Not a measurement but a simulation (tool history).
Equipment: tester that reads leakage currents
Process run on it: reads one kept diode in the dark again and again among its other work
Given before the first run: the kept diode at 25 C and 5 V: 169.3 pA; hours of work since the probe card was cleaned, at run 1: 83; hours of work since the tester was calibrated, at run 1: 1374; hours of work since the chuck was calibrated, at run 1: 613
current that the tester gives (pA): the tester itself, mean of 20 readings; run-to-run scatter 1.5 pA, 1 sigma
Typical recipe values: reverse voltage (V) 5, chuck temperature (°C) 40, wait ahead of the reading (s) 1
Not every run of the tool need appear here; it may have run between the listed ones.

run	hour	reverse voltage (V)	chuck temperature (°C)	wait ahead of the reading (s)	hours of work since the probe card was cleaned	hours of work since the tester was calibrated	hours of work since the chuck was calibrated	current that the tester gives (pA)
1	0	5	40	1	83	1374	613	495.29
2	154.3	5	40	2.96	147	1438	676	495.76
3	231.8	5.34	40	1	179	1470	708	513.39
4	327.9	5.34	40	1	219	1510	748	517.31
5	414.4	5	40	1	254	1546	784	500.04
6	528.6	5	40	1	302	1593	831	503.11
7	705.4	5	40	1	375	1666	904	504.23
8	810.7	5	40	1	418	1709	948	501.45
9	978.3	5	40	1	487	1779	1017	506.35
10	1113.9	5	40	1	544	1835	1073	505.72
11	1230.6	5	40	1	592	1883	1121	506.8
12	1323.7	1.58	51	3.31	630	1922	1160	569.15
13	1457.2	4.49	31	1.09	685	1977	1215	263.42
14	1603.1	4.49	22	1.09	746	2037	1275	140.27
# hour 1614.8: tester calibrated
15	1793.5	5	32	3.42	824	74	1353	298.31
16	1920.8	14.93	55	0.99	876	126	1406	2283.39
17	2108.5	5.03	40	1	954	204	1483	514.87
# hour 2169.8: tester calibrated, once more
18	2195.5	5.03	40	1	989	11	1518	522.28
19	2289.5	13.88	33	9.21	1028	49	1557	557.68
20	2431.9	1.4	44	9.21	1087	108	1616	352.11
# hour 2490.4: probe card cleaned and baked
21	2589.1	9.17	44	5.77	41	172	1680	924.92
# hour 2607.9: chuck's temperature calibrated
22	2690.5	5	33	8.53	82	213	34	303.91

Consider 4 possible next runs. They are alternatives, not a sequence: every one starts from the tool as it was left by run 22. What does each give?
A	2801.2	1.77	26	1	128	259	80	?
B	2801.2	2.49	50	0.75	128	259	80	?
C	2801.2	5.86	40	0.44	128	259	80	?
D	2801.2	5	40	1.83	128	259	80	?

run	current that the tester gives (pA)
A	108.74
B	650.33
C	531.76
D	489.15
Take away the tool's hidden state, keep each run's random variation, and the runs would have read:
run	current that the tester gives (pA)
A	107.08
B	642.87
C	524.7
D	482.68
